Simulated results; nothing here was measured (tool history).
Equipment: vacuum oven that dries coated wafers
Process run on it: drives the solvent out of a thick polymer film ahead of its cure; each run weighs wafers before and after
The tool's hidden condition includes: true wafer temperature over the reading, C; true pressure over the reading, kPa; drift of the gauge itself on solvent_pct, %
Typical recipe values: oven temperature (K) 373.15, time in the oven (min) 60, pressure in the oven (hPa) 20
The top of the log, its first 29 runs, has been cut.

run,day,oven temperature (K),time in the oven (min),pressure in the oven (hPa),hours of work since the thermocouples were calibrated,hours of work since the vacuum gauge was cleaned of residue,solvent left in the film (%)
30,18.854,358.15,36,11.9,390,617,8.66
31,19.75,383.15,69,10.6,404,631,0.62
32,20.633,383.15,30,10.6,419,646,2.91
33,21.029,365.15,82,12.6,425,652,2.46
34,21.658,365.15,82,12.6,435,662,2.42
35,22.246,365.15,82,12.6,445,672,2.58
36,23.154,360.15,33,12.6,460,687,8.76
37,23.692,384.15,74,16.5,468,695,0.68
38,24.604,387.15,41,39.5,483,710,1.84
39,25.442,382.15,65,14.6,497,724,0.91
40,26.262,374.15,82,13.6,510,737,1.15
41,26.667,381.15,82,25.7,517,744,0.97
42,27.075,381.15,82,25.7,524,751,0.94
43,27.812,369.15,44,20,536,763,4.85
44,28.7,369.15,31,25.3,550,777,6.94
45,29.442,376.15,31,22,562,789,4.9
46,29.858,373.15,91,60.6,569,796,2.88

3 options for the next run, each taken on its own from the tool as it stands now. Forecast them:
A,30.392,369.15,64,48.8,578,805,?
B,30.392,375.15,42,77.1,578,805,?
C,30.392,368.15,60,72.7,578,805,?

run,solvent left in the film (%)
A,4.21
B,5.33
C,5.74
Without the tool's hidden state the same runs would have given:
run,solvent left in the film (%)
A,3.93
B,5.04
C,5.42

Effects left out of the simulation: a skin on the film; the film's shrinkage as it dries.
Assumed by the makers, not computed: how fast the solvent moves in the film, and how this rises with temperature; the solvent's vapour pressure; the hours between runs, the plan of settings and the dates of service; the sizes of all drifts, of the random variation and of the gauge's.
